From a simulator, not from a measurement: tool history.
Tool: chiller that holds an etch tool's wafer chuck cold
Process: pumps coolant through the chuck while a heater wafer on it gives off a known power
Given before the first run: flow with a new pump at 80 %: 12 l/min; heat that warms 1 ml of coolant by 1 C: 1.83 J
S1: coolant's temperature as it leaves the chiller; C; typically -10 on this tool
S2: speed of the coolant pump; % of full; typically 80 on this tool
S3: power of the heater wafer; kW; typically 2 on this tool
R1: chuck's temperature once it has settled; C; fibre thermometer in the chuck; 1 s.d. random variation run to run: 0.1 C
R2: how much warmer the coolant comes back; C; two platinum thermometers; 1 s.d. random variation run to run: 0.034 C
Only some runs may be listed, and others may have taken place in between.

Run 1, hour 0: usual settings. Result: R1 19 C, R2 5.75 C.
Run 2, hour 60.5: usual settings. Result: R1 19.1 C, R2 5.8 C.
Run 3, hour 167.9: usual settings. Result: R1 19.2 C, R2 5.82 C.
Run 4, hour 245.8: usual settings but S2 74 % of full. Result: R1 21.3 C, R2 6.21 C.
Run 5, hour 341: usual settings but S2 74 % of full. Result: R1 21.4 C, R2 6.28 C.
Run 6, hour 439.6: usual settings but S2 74 % of full. Result: R1 21.6 C, R2 6.27 C.
Run 7, hour 516.9: usual settings but S2 74 % of full. Result: R1 21.7 C, R2 6.3 C.
Run 8, hour 622.9: usual settings but S2 74 % of full. Result: R1 21.6 C, R2 6.29 C.
Run 9, hour 681.6: usual settings but S2 74 % of full. Result: R1 21.7 C, R2 6.34 C.
Run 10, hour 728.2: usual settings but S1 -11 C, S2 74 % of full. Result: R1 20.7 C, R2 6.3 C.
Run 11, hour 796.7: usual settings but S3 1.01 kW. Result: R1 4.8 C, R2 2.94 C.
Run 12, hour 876.2: usual settings but S3 2.146 kW. Result: R1 21.9 C, R2 6.31 C.
Run 13, hour 964.7: usual settings but S1 -2 C, S2 97 % of full, S3 2.146 kW. Result: R1 25.2 C, R2 5.26 C.
Run 14, hour 1034.4: usual settings but S1 -12 C, S2 82 % of full, S3 1.235 kW. Result: R1 6.1 C, R2 3.54 C.
Run 15, hour 1079.6: usual settings but S1 -12 C, S2 82 % of full, S3 1.235 kW. Result: R1 6 C, R2 3.54 C.
At hour 1092.7: coolant pump overhauled.
At hour 1139.1: coolant changed, channels flushed.
Run 16, hour 1193.6: usual settings but S2 73 % of full, S3 1.094 kW. Result: R1 5.8 C, R2 3.57 C.
Run 17, hour 1297.6: usual settings but S1 -2 C, S2 62 % of full, S3 1.987 kW. Result: R1 31.5 C, R2 7.59 C.
At hour 1319.1: coolant pump overhauled, once more.
Run 18, hour 1401: usual settings but S1 -2 C, S2 62 % of full, S3 1.987 kW. Result: R1 28.4 C, R2 6.85 C.
Run 19, hour 1485.7: usual settings but S1 -2 C, S2 62 % of full, S3 1.987 kW. Result: R1 28.6 C, R2 6.88 C.
Run 20, hour 1591.3: usual settings but S1 -2 C, S2 99 % of full, S3 1.067 kW. Result: R1 8.9 C, R2 2.34 C.

Run 21 comes next. What will it give?
Run 21, hour 1670.6: usual settings but S1 -6 C, S2 81 % of full. Result: R1 ?, R2 ?.

{"run 21": {"R1": 18.5, "R2": 5.34}}
With the hidden condition absent and the run-to-run variation left alone, this run would have shown R1 18.7 C, R2 5.37 C.

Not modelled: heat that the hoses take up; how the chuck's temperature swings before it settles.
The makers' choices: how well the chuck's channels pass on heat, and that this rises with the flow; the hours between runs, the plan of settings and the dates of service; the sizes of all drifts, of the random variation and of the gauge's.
